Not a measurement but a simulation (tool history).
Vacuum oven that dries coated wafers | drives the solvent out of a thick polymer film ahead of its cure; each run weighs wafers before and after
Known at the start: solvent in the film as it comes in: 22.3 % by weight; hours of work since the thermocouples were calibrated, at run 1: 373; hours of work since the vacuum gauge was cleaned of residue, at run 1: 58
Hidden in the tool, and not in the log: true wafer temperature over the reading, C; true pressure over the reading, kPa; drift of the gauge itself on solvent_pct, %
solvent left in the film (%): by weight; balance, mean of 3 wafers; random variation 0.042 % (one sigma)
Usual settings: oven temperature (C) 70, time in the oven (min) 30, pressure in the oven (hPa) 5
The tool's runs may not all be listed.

run  hour  oven temperature (C)  time in the oven (min)  pressure in the oven (hPa)  hours of work since the thermocouples were calibrated  hours of work since the vacuum gauge was cleaned of residue  solvent left in the film (%)
  1     0                    70                      30                           5                                                    373                                                           58                          1.41
  2     7                    70                      30                           5                                                    377                                                           62                          1.38
  3  16.5                    70                      30                           5                                                    383                                                           69                          1.45
  4  28.4                    70                      30                           5                                                    391                                                           76                          1.44
  5  34.6                    70                      30                           5                                                    395                                                           80                          1.36
  6  46.4                    70                      30                           5                                                    402                                                           88                          1.35
  7  52.8                    70                      52                           5                                                    407                                                           92                          0.28

The next listed run, before its measurement:
  8  64.9                    57                      39                        9.03                                                    414                                                          100                             ?

Run 8 gave solvent left in the film (%) 6.23.
Without the tool's hidden state the same run would have given solvent left in the film (%) 6.74.
